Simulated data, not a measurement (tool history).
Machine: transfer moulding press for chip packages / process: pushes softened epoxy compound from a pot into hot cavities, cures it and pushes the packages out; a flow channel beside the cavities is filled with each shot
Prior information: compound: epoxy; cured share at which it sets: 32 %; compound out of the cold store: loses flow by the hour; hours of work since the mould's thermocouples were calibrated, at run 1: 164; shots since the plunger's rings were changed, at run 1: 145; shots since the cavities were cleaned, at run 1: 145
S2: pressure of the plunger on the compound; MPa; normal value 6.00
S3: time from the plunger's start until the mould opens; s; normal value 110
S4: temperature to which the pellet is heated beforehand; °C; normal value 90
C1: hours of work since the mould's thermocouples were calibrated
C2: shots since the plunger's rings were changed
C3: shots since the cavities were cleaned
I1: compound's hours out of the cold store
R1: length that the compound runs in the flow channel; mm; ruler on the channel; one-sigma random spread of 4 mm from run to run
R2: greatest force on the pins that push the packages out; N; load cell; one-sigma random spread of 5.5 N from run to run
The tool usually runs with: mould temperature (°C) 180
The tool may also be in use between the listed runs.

Run 1, hour 0.0: usual settings; C1 164; C2 145; C3 145; I1 45.8. Result: R1 590 mm, R2 212 N.
Run 2, hour 15.2: usual settings but S2 4.85 MPa; C1 171; C2 252; C3 252; I1 10.8. Result: R1 592 mm, R2 251 N.
Run 3, hour 27.7: usual settings but S2 4.85 MPa; C1 177; C2 340; C3 340; I1 36.1. Result: R1 543 mm, R2 256 N.
Run 4, hour 42.3: usual settings; C1 183; C2 443; C3 443; I1 29.2. Result: R1 617 mm, R2 263 N.
Run 5, hour 57.4: usual settings; C1 190; C2 549; C3 549; I1 25.9. Result: R1 624 mm, R2 300 N.
Run 6, hour 72.4: usual settings; C1 197; C2 655; C3 655; I1 23.0. Result: R1 627 mm, R2 296 N.
Run 7, hour 80.7: usual settings; C1 201; C2 713; C3 713; I1 17.2. Result: R1 637 mm, R2 302 N.
Run 8, hour 87.0: usual settings; C1 204; C2 758; C3 758; I1 30.4. Result: R1 610 mm, R2 305 N.
Run 9, hour 94.4: usual settings but S2 4.80 MPa; C1 207; C2 810; C3 810; I1 14.9. Result: R1 585 mm, R2 326 N.
Run 10, hour 107.6: usual settings but S2 4.80 MPa; C1 213; C2 903; C3 903; I1 10.0. Result: R1 585 mm, R2 325 N.
At hour 110.1: cavities cleaned with cleaning compound and waxed.
Run 11, hour 120.7: usual settings but S2 4.80 MPa; C1 219; C2 984; C3 74; I1 29.9. Result: R1 549 mm, R2 413 N.
Run 12, hour 133.5: usual settings but S4 92 °C; C1 225; C2 1075; C3 165; I1 30.7. Result: R1 608 mm, R2 394 N.
Run 13, hour 142.6: usual settings; C1 229; C2 1138; C3 228; I1 44.9. Result: R1 573 mm, R2 376 N.
At hour 148.5: cavities cleaned with cleaning compound and waxed, once more.
Run 14, hour 152.2: usual settings but S2 7.50 MPa; C1 233; C2 1196; C3 27; I1 43.2. Result: R1 651 mm, R2 186 N.
Run 15, hour 160.7: usual settings but S4 92 °C; C1 236; C2 1255; C3 86; I1 29.5. Result: R1 615 mm, R2 205 N.
Run 16, hour 173.6: usual settings but S2 5.69 MPa, S3 95 s, S4 92 °C; C1 242; C2 1346; C3 177; I1 23.8. Result: R1 608 mm, R2 302 N.
Run 17, hour 180.5: usual settings but S2 5.69 MPa, S3 95 s, S4 92 °C; C1 246; C2 1395; C3 226; I1 38.2. Result: R1 579 mm, R2 298 N.
Run 18, hour 186.8: usual settings but mould temperature (°C) 178, S3 120 s; C1 249; C2 1439; C3 270; I1 44.6. Result: R1 583 mm, R2 221 N.
Run 19, hour 200.6: usual settings but mould temperature (°C) 178, S3 120 s; C1 255; C2 1536; C3 367; I1 11.9. Result: R1 654 mm, R2 263 N.

Run 20, settings as shown, results not yet in. Your forecast:
Run 20, hour 208.1: usual settings but S3 120 s; C1 258; C2 1589; C3 420; I1 41.9. Result: R1 ?, R2 ?.

Run 20 yielded R1 584 mm, R2 246 N.
If the tool had no hidden condition, the same run with the same run-to-run variation would have returned R1 592 mm, R2 168 N.

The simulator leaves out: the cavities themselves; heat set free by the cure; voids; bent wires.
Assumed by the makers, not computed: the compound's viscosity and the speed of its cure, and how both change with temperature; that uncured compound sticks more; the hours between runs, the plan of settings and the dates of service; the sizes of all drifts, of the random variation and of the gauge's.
